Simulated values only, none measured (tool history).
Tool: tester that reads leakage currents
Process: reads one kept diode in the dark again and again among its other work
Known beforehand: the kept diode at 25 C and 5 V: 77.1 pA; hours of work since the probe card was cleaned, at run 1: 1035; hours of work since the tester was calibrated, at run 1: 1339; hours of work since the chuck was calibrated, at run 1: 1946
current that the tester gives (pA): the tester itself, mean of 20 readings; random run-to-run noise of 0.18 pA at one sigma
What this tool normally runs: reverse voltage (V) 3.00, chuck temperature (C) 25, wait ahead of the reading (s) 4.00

| run | hour | reverse voltage (V) | chuck temperature (C) | wait ahead of the reading (s) | hours of work since the probe card was cleaned | hours of work since the tester was calibrated | hours of work since the chuck was calibrated | current that the tester gives (pA) |
|---|---|---|---|---|---|---|---|---|
| 1 | 0.0 | 3.00 | 25 | 4.00 | 1035 | 1339 | 1946 | 61.02 |
| 2 | 47.9 | 3.00 | 25 | 3.01 | 1070 | 1374 | 1981 | 61.25 |
| 3 | 108.5 | 3.00 | 25 | 3.01 | 1114 | 1418 | 2025 | 61.14 |
| 4 | 144.1 | 3.00 | 25 | 3.01 | 1140 | 1443 | 2051 | 61.60 |
| 5 | 175.7 | 3.00 | 27 | 3.01 | 1163 | 1466 | 2074 | 71.54 |
| 6 | 253.8 | 5.25 | 25 | 4.00 | 1219 | 1523 | 2130 | 85.37 |
| 7 | 301.9 | 5.25 | 25 | 4.00 | 1254 | 1558 | 2165 | 85.65 |
| 8 | 366.8 | 5.25 | 25 | 4.00 | 1301 | 1605 | 2212 | 85.48 |
| 9 | 433.6 | 3.00 | 25 | 4.00 | 1350 | 1653 | 2261 | 62.02 |
|  | 458.0 | chuck's temperature calibrated |
| 10 | 509.4 | 3.00 | 25 | 4.00 | 1403 | 1707 | 37 | 58.83 |
| 11 | 575.7 | 3.00 | 25 | 4.00 | 1451 | 1755 | 85 | 58.66 |
| 12 | 644.9 | 2.76 | 25 | 4.00 | 1501 | 1805 | 136 | 55.85 |
| 13 | 684.1 | 2.76 | 25 | 4.00 | 1530 | 1834 | 164 | 56.19 |
| 14 | 728.6 | 3.00 | 25 | 0.61 | 1562 | 1866 | 196 | 59.97 |
| 15 | 785.5 | 3.00 | 25 | 0.61 | 1603 | 1907 | 237 | 60.07 |
| 16 | 839.1 | 3.00 | 25 | 4.00 | 1642 | 1946 | 276 | 59.38 |
|  | 845.7 | tester calibrated |
| 17 | 910.6 | 3.00 | 25 | 4.00 | 1693 | 47 | 327 | 59.22 |
| 18 | 962.8 | 3.00 | 25 | 4.00 | 1730 | 85 | 365 | 59.08 |
| 19 | 1021.2 | 3.00 | 25 | 4.00 | 1773 | 127 | 407 | 59.35 |
|  | 1044.1 | tester calibrated, once more |
| 20 | 1064.9 | 3.00 | 25 | 4.00 | 1803 | 15 | 437 | 60.37 |
| 21 | 1114.9 | 3.12 | 57 | 2.52 | 1839 | 51 | 473 | 579.06 |
| 22 | 1165.8 | 3.00 | 25 | 4.85 | 1876 | 88 | 510 | 60.45 |
| 23 | 1200.1 | 3.00 | 55 | 0.87 | 1901 | 113 | 535 | 503.17 |
| 24 | 1271.7 | 3.00 | 55 | 0.87 | 1953 | 165 | 587 | 500.57 |
| 25 | 1343.3 | 1.72 | 25 | 0.90 | 2005 | 217 | 639 | 44.23 |
| 26 | 1413.1 | 1.72 | 25 | 0.90 | 2056 | 268 | 690 | 44.23 |
| 27 | 1453.7 | 3.70 | 38 | 1.88 | 2085 | 297 | 719 | 178.68 |
| 28 | 1530.3 | 1.63 | 37 | 4.00 | 2140 | 352 | 775 | 103.15 |
| 29 | 1565.0 | 1.49 | 21 | 4.00 | 2166 | 378 | 800 | 30.01 |
| 30 | 1600.5 | 3.98 | 48 | 4.00 | 2191 | 403 | 825 | 372.68 |
| 31 | 1649.9 | 3.98 | 48 | 4.00 | 2227 | 439 | 861 | 371.83 |
| 32 | 1711.3 | 3.98 | 48 | 4.00 | 2272 | 484 | 906 | 372.06 |
| 33 | 1777.7 | 1.22 | 52 | 0.31 | 2320 | 532 | 954 | 246.11 |
| 34 | 1824.6 | 3.58 | 26 | 2.42 | 2354 | 566 | 988 | 73.97 |
| 35 | 1887.3 | 2.02 | 25 | 8.70 | 2399 | 611 | 1033 | 48.47 |
| 36 | 1918.9 | 5.70 | 46 | 8.70 | 2422 | 634 | 1056 | 401.52 |
| 37 | 1995.6 | 5.70 | 46 | 8.70 | 2478 | 690 | 1112 | 402.44 |
| 38 | 2040.1 | 8.64 | 35 | 3.53 | 2510 | 722 | 1144 | 239.37 |
| 39 | 2098.1 | 8.64 | 35 | 3.53 | 2552 | 764 | 1186 | 239.28 |
| 40 | 2171.2 | 5.01 | 24 | 1.46 | 2605 | 817 | 1239 | 79.42 |

Describe how what the log doesn't record of the tool's condition differs between the last listed run preceding each entry between runs and the first listed run following it.
Logged between run 9 and run 10: chuck's temperature calibrated (hour 458.0)
  stray current of the dirty probe card, pA a volt: 0.716 -> 0.743; current scale over the true one, %: -1.19 -> -1.23; true chuck temperature over the reading, C: 0.58 -> -0.1
  measured minus no-state result, current that the tester gives (pA): +4.06 -> +0.99
Logged between run 16 and run 17: tester calibrated (hour 845.7)
  stray current of the dirty probe card, pA a volt: 0.867 -> 0.894; current scale over the true one, %: -1.42 -> -1.62; true chuck temperature over the reading, C: -0.04 -> -0.03
  measured minus no-state result, current that the tester gives (pA): +1.50 -> +1.50
Logged between run 19 and run 20: tester calibrated, once more (hour 1044.1)
  stray current of the dirty probe card, pA a volt: 0.933 -> 0.949; current scale over the true one, %: -1.68 -> 0.06; true chuck temperature over the reading, C: -0.01 -> 0
  measured minus no-state result, current that the tester gives (pA): +1.67 -> +2.80
